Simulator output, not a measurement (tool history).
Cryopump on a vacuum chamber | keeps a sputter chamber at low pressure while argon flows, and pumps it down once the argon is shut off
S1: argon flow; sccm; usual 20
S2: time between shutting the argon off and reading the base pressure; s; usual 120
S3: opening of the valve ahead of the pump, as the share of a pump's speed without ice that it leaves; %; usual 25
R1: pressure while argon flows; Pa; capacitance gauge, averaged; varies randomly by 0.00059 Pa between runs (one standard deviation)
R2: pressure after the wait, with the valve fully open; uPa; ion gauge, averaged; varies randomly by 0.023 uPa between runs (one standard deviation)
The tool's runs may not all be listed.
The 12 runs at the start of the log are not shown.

| run | hour | S1 | S2 | S3 | R1 | R2 |
|---|---|---|---|---|---|---|
| 13 | 204.0 | 20 | 120 | 25 | 0.0880 | 1.37 |
|  | 210.3 | pump warmed up, emptied and cooled again |
| 14 | 227.4 | 20 | 120 | 25 | 0.0770 | 1.12 |
| 15 | 240.2 | 20 | 120 | 25 | 0.0766 | 1.12 |
| 16 | 256.8 | 20 | 120 | 25 | 0.0777 | 1.16 |
| 17 | 277.4 | 20 | 120 | 25 | 0.0777 | 1.23 |
| 18 | 290.6 | 20 | 66 | 25 | 0.0780 | 1.71 |
| 19 | 311.1 | 19 | 128 | 23 | 0.0795 | 1.15 |
| 20 | 323.8 | 24 | 67 | 25 | 0.0939 | 1.72 |
| 21 | 339.8 | 24 | 67 | 25 | 0.0947 | 1.75 |
| 22 | 353.0 | 20 | 21 | 25 | 0.0788 | 4.23 |
| 23 | 366.9 | 23 | 50 | 59 | 0.0385 | 2.14 |
| 24 | 385.8 | 25 | 118 | 20 | 0.1219 | 1.28 |
| 25 | 401.8 | 25 | 118 | 20 | 0.1219 | 1.30 |
| 26 | 416.0 | 10 | 120 | 34 | 0.0303 | 1.30 |
| 27 | 430.1 | 28 | 205 | 55 | 0.0523 | 1.03 |
| 28 | 448.8 | 25 | 205 | 32 | 0.0793 | 1.05 |
| 29 | 463.5 | 25 | 205 | 32 | 0.0790 | 1.10 |
| 30 | 478.5 | 20 | 37 | 25 | 0.0812 | 2.78 |
| 31 | 494.8 | 26 | 120 | 25 | 0.1037 | 1.36 |
| 32 | 516.9 | 19 | 120 | 25 | 0.0770 | 1.40 |
| 33 | 534.6 | 9 | 274 | 59 | 0.0161 | 1.05 |
| 34 | 552.5 | 9 | 274 | 59 | 0.0161 | 1.08 |

Consider 3 possible next runs. They are alternatives, not a sequence: every one starts from the tool as it was left by run 34. What does each give?
| A | 573.2 | 18 | 60 | 42 | ? | ? |
| B | 573.2 | 18 | 41 | 35 | ? | ? |
| C | 573.2 | 12 | 105 | 34 | ? | ? |

| run | R1 | R2 |
|---|---|---|
| A | 0.0456 | 2.13 |
| B | 0.0534 | 2.64 |
| C | 0.0366 | 1.53 |
Without the tool's unlogged condition, the same runs would have read:
| run | R1 | R2 |
|---|---|---|
| A | 0.0414 | 1.47 |
| B | 0.0491 | 2.02 |
| C | 0.0338 | 0.89 |
